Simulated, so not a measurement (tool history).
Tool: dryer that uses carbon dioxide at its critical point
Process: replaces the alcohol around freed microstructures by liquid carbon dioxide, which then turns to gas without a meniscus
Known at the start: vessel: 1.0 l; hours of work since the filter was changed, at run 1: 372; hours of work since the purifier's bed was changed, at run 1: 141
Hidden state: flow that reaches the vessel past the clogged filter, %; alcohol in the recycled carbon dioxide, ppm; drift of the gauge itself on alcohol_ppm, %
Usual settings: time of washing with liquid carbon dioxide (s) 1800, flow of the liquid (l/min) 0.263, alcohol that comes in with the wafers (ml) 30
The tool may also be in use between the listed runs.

run    day  time of washing with liquid carbon dioxide (s)  flow of the liquid (l/min)  alcohol that comes in with the wafers (ml)  hours of work since the filter was changed  hours of work since the purifier's bed was changed  alcohol left in the vessel before it's heated (ppm by volume)
  1      0                                            1800                       0.263                                          30                                         372                                                 141                                                            110
  2  0.204                                            1800                       0.263                                          30                                         374                                                 143                                                            101
  3  0.588                                            2880                       0.263                                          30                                         379                                                 147                                                             17
  4  0.996                                            1080                       0.263                                          30                                         383                                                 152                                                            977
  5  1.421                                            1800                       0.325                                          30                                         388                                                 156                                                             39
  6  1.742                                            1800                       0.325                                          30                                         391                                                 160                                                             34
  7  2.167                                            1800                       0.263                                          30                                         396                                                 165                                                            107
  8  2.583                                            1320                       0.263                                          22                                         401                                                 169                                                            351
  9  2.817                                            1320                       0.263                                          36                                         403                                                 172                                                            571
 10  3.096                                            2700                       0.354                                          57                                         406                                                 175                                                             15
 11  3.438                                            1800                       0.233                                          34                                         410                                                 179                                                            231
 12  3.708                                            2100                       0.169                                          34                                         413                                                 182                                                            450
 13  4.017                                            2100                       0.291                                          35                                         417                                                 185                                                             32

5 ways to go on from here, each from the tool as it stands after run 13. What would each give?
  A  4.308                                            1200                       0.219                                          35                                         420                                                 188                                                              ?
  B  4.308                                            1500                       0.263                                          27                                         420                                                 188                                                              ?
  C  4.308                                            1860                       0.169                                          21                                         420                                                 188                                                              ?
  D  4.308                                            1920                       0.263                                          30                                         420                                                 188                                                              ?
  E  4.308                                            1080                       0.263                                          30                                         420                                                 188                                                              ?

run  alcohol left in the vessel before it's heated (ppm by volume)
  A                                                           1506
  B                                                            249
  C                                                            475
  D                                                             81
  E                                                           1024
Without the tool's hidden state the same runs would have given:
run  alcohol left in the vessel before it's heated (ppm by volume)
  A                                                           1006
  B                                                            134
  C                                                            292
  D                                                             36
  E                                                            663
